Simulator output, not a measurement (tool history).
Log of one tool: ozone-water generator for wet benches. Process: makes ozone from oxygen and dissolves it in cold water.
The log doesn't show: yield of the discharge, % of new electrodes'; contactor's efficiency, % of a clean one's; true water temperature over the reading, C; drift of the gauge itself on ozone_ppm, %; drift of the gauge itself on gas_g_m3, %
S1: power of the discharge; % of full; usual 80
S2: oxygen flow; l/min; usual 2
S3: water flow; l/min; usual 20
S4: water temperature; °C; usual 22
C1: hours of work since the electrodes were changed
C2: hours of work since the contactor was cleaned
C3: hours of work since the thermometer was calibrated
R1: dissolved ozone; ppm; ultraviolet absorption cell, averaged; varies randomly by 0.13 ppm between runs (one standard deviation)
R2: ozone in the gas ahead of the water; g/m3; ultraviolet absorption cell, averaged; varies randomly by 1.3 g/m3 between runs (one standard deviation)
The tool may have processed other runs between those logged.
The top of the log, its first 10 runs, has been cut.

{"run": 11, "hour": 829.9, "S1": 80, "S2": 1.66, "S3": 20, "S4": 22, "C1": 2049, "C2": 4066, "C3": 2785, "R1": 13.3, "R2": 255.1}
{"run": 12, "hour": 943.8, "S1": 40, "S2": 1.66, "S3": 20, "S4": 22, "C1": 2126, "C2": 4143, "C3": 2862, "R1": 7.4, "R2": 139.5}
{"run": 13, "hour": 1036.4, "S1": 40, "S2": 1.66, "S3": 20, "S4": 22, "C1": 2189, "C2": 4205, "C3": 2925, "R1": 7.2, "R2": 138.4}
{"run": 14, "hour": 1154.6, "S1": 80, "S2": 2, "S3": 20, "S4": 22, "C1": 2269, "C2": 4285, "C3": 3005, "R1": 14.8, "R2": 240.5}
{"run": 15, "hour": 1251.6, "S1": 80, "S2": 2, "S3": 20, "S4": 22, "C1": 2334, "C2": 4351, "C3": 3070, "R1": 14.8, "R2": 241.3}
{"run": 16, "hour": 1325.1, "S1": 80, "S2": 2, "S3": 20, "S4": 22, "C1": 2384, "C2": 4401, "C3": 3120, "R1": 14.6, "R2": 241.3}
{"run": 17, "hour": 1403.6, "S1": 80, "S2": 2, "S3": 20, "S4": 22, "C1": 2437, "C2": 4454, "C3": 3173, "R1": 14.6, "R2": 243.3}
{"run": 18, "hour": 1466.6, "S1": 79, "S2": 1.26, "S3": 19, "S4": 24, "C1": 2480, "C2": 4497, "C3": 3216, "R1": 12.2, "R2": 276.5}
{"run": 19, "hour": 1553.2, "S1": 46, "S2": 1.26, "S3": 21, "S4": 16, "C1": 2539, "C2": 4555, "C3": 3275, "R1": 7.2, "R2": 170.7}
{"run": 20, "hour": 1636.7, "S1": 46, "S2": 1.26, "S3": 21, "S4": 16, "C1": 2595, "C2": 4612, "C3": 3331, "R1": 7.1, "R2": 172.9}
{"run": 21, "hour": 1702.6, "S1": 89, "S2": 2, "S3": 20, "S4": 18, "C1": 2640, "C2": 4656, "C3": 3376, "R1": 16.5, "R2": 264}
{"run": 22, "hour": 1778.9, "S1": 89, "S2": 2, "S3": 20, "S4": 18, "C1": 2691, "C2": 4708, "C3": 3427, "R1": 16.7, "R2": 263.7}
{"run": 23, "hour": 1884.8, "S1": 89, "S2": 2, "S3": 20, "S4": 18, "C1": 2763, "C2": 4780, "C3": 3499, "R1": 16.7, "R2": 264.5}
{"run": 24, "hour": 1953.1, "S1": 54, "S2": 3.53, "S3": 20, "S4": 18, "C1": 2809, "C2": 4826, "C3": 3545, "R1": 13.3, "R2": 140.8}
{"run": 25, "hour": 2003.3, "S1": 54, "S2": 3.53, "S3": 20, "S4": 18, "C1": 2843, "C2": 4860, "C3": 3579, "R1": 13.2, "R2": 142}
{"run": 26, "hour": 2079.3, "S1": 80, "S2": 2.18, "S3": 20, "S4": 25, "C1": 2895, "C2": 4911, "C3": 3631, "R1": 14.8, "R2": 232.8}
{"run": 27, "hour": 2139.7, "S1": 80, "S2": 2.18, "S3": 20, "S4": 25, "C1": 2936, "C2": 4952, "C3": 3672, "R1": 14.9, "R2": 236.3}
{"run": 28, "hour": 2246.3, "S1": 80, "S2": 2.18, "S3": 20, "S4": 25, "C1": 3008, "C2": 5024, "C3": 3744, "R1": 14.7, "R2": 235}
{"run": 29, "hour": 2300.1, "S1": 65, "S2": 1.49, "S3": 20, "S4": 25, "C1": 3044, "C2": 5061, "C3": 3780, "R1": 10.3, "R2": 219.3}
{"run": 30, "hour": 2375.8, "S1": 46, "S2": 2, "S3": 20, "S4": 15, "C1": 3095, "C2": 5112, "C3": 3831, "R1": 9.3, "R2": 146.5}
{"run": 31, "hour": 2491.1, "S1": 61, "S2": 1.59, "S3": 24, "S4": 28, "C1": 3173, "C2": 5190, "C3": 3909, "R1": 8.2, "R2": 202.9}

What if the next run were any one of these 5? Each begins from the tool's condition after run 31:
{"run": "A", "hour": 2575.4, "S1": 80, "S2": 1.08, "S3": 15, "S4": 23, "C1": 3231, "C2": 5247, "C3": 3967, "R1": "?", "R2": "?"}
{"run": "B", "hour": 2575.4, "S1": 61, "S2": 2.5, "S3": 24, "S4": 28, "C1": 3231, "C2": 5247, "C3": 3967, "R1": "?", "R2": "?"}
{"run": "C", "hour": 2575.4, "S1": 76, "S2": 2, "S3": 20, "S4": 17, "C1": 3231, "C2": 5247, "C3": 3967, "R1": "?", "R2": "?"}
{"run": "D", "hour": 2575.4, "S1": 52, "S2": 2.98, "S3": 30, "S4": 28, "C1": 3231, "C2": 5247, "C3": 3967, "R1": "?", "R2": "?"}
{"run": "E", "hour": 2575.4, "S1": 42, "S2": 1.14, "S3": 20, "S4": 22, "C1": 3231, "C2": 5247, "C3": 3967, "R1": "?", "R2": "?"}

run=A R1=14.7 R2=293.9
run=B R1=10 R2=177
run=C R1=14.7 R2=229
run=D R1=7.2 R2=145.2
run=E R1=6.3 R2=162.4
With the hidden condition removed and each run's random variation left untouched, the same runs would have given:
run=A R1=14.7 R2=294
run=B R1=10 R2=177
run=C R1=14.7 R2=229.1
run=D R1=7.2 R2=145.2
run=E R1=6.3 R2=162.4
